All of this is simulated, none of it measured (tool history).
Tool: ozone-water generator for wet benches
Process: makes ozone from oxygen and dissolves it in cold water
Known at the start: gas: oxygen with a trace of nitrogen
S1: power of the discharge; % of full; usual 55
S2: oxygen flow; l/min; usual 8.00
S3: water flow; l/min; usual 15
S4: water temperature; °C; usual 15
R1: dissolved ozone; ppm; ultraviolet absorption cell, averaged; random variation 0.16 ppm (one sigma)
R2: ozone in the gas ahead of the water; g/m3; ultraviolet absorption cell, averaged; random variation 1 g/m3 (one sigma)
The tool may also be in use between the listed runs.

| run | hour | S1 | S2 | S3 | S4 | R1 | R2 |
|---|---|---|---|---|---|---|---|
| 1 | 0.0 | 55 | 8.00 | 15 | 15 | 21.9 | 181.2 |
| 2 | 221.0 | 55 | 8.00 | 15 | 15 | 21.9 | 182.7 |
| 3 | 356.4 | 55 | 8.00 | 15 | 15 | 21.5 | 182.9 |
| 4 | 522.0 | 55 | 8.00 | 15 | 15 | 21.6 | 182.3 |
| 5 | 714.4 | 55 | 8.00 | 15 | 15 | 21.6 | 183.5 |
| 6 | 927.5 | 55 | 8.00 | 15 | 15 | 21.8 | 183.2 |
| 7 | 1031.7 | 55 | 8.43 | 9 | 9 | 33.2 | 179.3 |
|  | 1093.9 | contactor cleaned |
| 8 | 1178.2 | 55 | 12.40 | 9 | 9 | 31.7 | 154.2 |
| 9 | 1328.2 | 55 | 4.62 | 24 | 15 | 14.4 | 229.7 |
| 10 | 1524.8 | 55 | 13.46 | 15 | 7 | 25.3 | 149.3 |
| 11 | 1644.8 | 55 | 10.24 | 11 | 15 | 25.3 | 165.0 |

Forecast run 12:
| 12 | 1869.1 | 84 | 8.00 | 22 | 20 | ? | ? |

{"run 12": {"R1": 21.3, "R2": 255.5}}
Without the tool's hidden state the same run would have given R1 21.3 ppm, R2 253.3 g/m3.

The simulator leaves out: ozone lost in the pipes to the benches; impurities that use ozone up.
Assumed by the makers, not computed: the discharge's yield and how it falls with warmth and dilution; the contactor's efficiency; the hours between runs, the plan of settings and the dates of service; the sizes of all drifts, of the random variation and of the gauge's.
